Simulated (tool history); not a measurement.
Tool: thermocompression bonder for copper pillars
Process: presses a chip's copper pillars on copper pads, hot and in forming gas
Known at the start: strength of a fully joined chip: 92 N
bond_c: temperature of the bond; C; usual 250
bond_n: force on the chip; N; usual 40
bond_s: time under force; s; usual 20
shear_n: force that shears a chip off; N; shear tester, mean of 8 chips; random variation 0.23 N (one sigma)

Run 1, hour 0: usual settings. Result: shear_n 66.6 N.
At hour 21.4: heater calibrated with a thermocouple chip.
Run 2, hour 28.5: usual settings. Result: shear_n 60.2 N.
Run 3, hour 76.9: usual settings. Result: shear_n 60.7 N.
At hour 80.3: forming gas filter changed.
Run 4, hour 104.2: usual settings but bond_c 275 C. Result: shear_n 76.9 N.
Run 5, hour 136.3: usual settings but bond_c 275 C. Result: shear_n 76.6 N.
Run 6, hour 191.2: usual settings. Result: shear_n 62 N.
Run 7, hour 237.7: usual settings. Result: shear_n 61.7 N.
Run 8, hour 277: usual settings. Result: shear_n 61.9 N.
Run 9, hour 320.3: usual settings. Result: shear_n 61.7 N.
At hour 339.4: forming gas filter changed.
Run 10, hour 357.3: usual settings. Result: shear_n 64 N.
Run 11, hour 396.3: usual settings but bond_s 38 s. Result: shear_n 73.5 N.
Run 12, hour 456.6: usual settings but bond_n 52 N. Result: shear_n 74.4 N.
Run 13, hour 494.1: usual settings but bond_n 52 N. Result: shear_n 73.8 N.
Run 14, hour 521.5: usual settings but bond_n 52 N. Result: shear_n 73.9 N.
Run 15, hour 559.4: usual settings but bond_n 52 N. Result: shear_n 73.6 N.
Run 16, hour 585.5: usual settings but bond_n 52 N. Result: shear_n 74 N.
At hour 596.2: forming gas filter changed.
Run 17, hour 638.6: usual settings. Result: shear_n 65.6 N.
Run 18, hour 699.8: usual settings. Result: shear_n 64.8 N.
Run 19, hour 729.9: usual settings but bond_c 271 C, bond_n 30 N. Result: shear_n 64.7 N.
Run 20, hour 755.4: usual settings but bond_c 225 C, bond_n 57 N. Result: shear_n 63.9 N.
Run 21, hour 792.3: usual settings but bond_c 242 C, bond_n 58 N. Result: shear_n 74.4 N.
Run 22, hour 832.3: usual settings but bond_c 242 C, bond_n 53 N, bond_s 27 s. Result: shear_n 75.1 N.
At hour 853.7: forming gas filter changed.
Run 23, hour 885.2: usual settings but bond_c 242 C, bond_n 53 N, bond_s 27 s. Result: shear_n 77.4 N.
At hour 891.4: force cell calibrated.
Run 24, hour 925.7: usual settings but bond_c 243 C, bond_n 56 N, bond_s 39 s. Result: shear_n 83.8 N.
Run 25, hour 966.2: usual settings but bond_c 243 C, bond_n 56 N, bond_s 39 s. Result: shear_n 83.8 N.
Run 26, hour 1010.1: usual settings but bond_c 243 C, bond_n 56 N, bond_s 39 s. Result: shear_n 83.2 N.
At hour 1045.7: force cell calibrated, once more.
Run 27, hour 1047.1: usual settings but bond_c 275 C, bond_n 53 N, bond_s 21 s. Result: shear_n 83.9 N.
Run 28, hour 1095: usual settings but bond_c 275 C, bond_n 53 N, bond_s 21 s. Result: shear_n 83.2 N.
At hour 1114.9: forming gas filter changed.
Run 29, hour 1134.8: usual settings but bond_c 275 C, bond_n 53 N, bond_s 21 s. Result: shear_n 86.4 N.
Run 30, hour 1195.5: usual settings but bond_c 275 C, bond_n 53 N, bond_s 21 s. Result: shear_n 85.1 N.
Run 31, hour 1225.6: usual settings but bond_c 275 C, bond_n 53 N, bond_s 21 s. Result: shear_n 85.3 N.
Run 32, hour 1253.3: usual settings but bond_c 275 C, bond_n 37 N, bond_s 15 s. Result: shear_n 71 N.
At hour 1292.8: heater calibrated with a thermocouple chip.
Run 33, hour 1310.5: usual settings but bond_c 275 C, bond_n 37 N, bond_s 15 s. Result: shear_n 66.1 N.
Run 34, hour 1353.9: usual settings but bond_c 224 C, bond_n 45 N. Result: shear_n 47.2 N.
At hour 1375.6: forming gas filter changed.
Run 35, hour 1380.7: usual settings but bond_s 45 s. Result: shear_n 74.2 N.

3 ways to go on from here, each from the tool as it stands after run 35. What would each give?
Run A, hour 1409.9: usual settings but bond_c 261 C, bond_n 38 N, bond_s 37 s. Result: shear_n ?.
Run B, hour 1409.9: usual settings but bond_c 254 C, bond_s 33 s. Result: shear_n ?.
Run C, hour 1409.9: usual settings but bond_c 247 C, bond_s 26 s. Result: shear_n ?.

run  shear_n
  A     75.1
  B       72
  C     64.1
Without the tool's hidden state the same runs would have given:
run  shear_n
  A       75
  B     71.9
  C     63.8
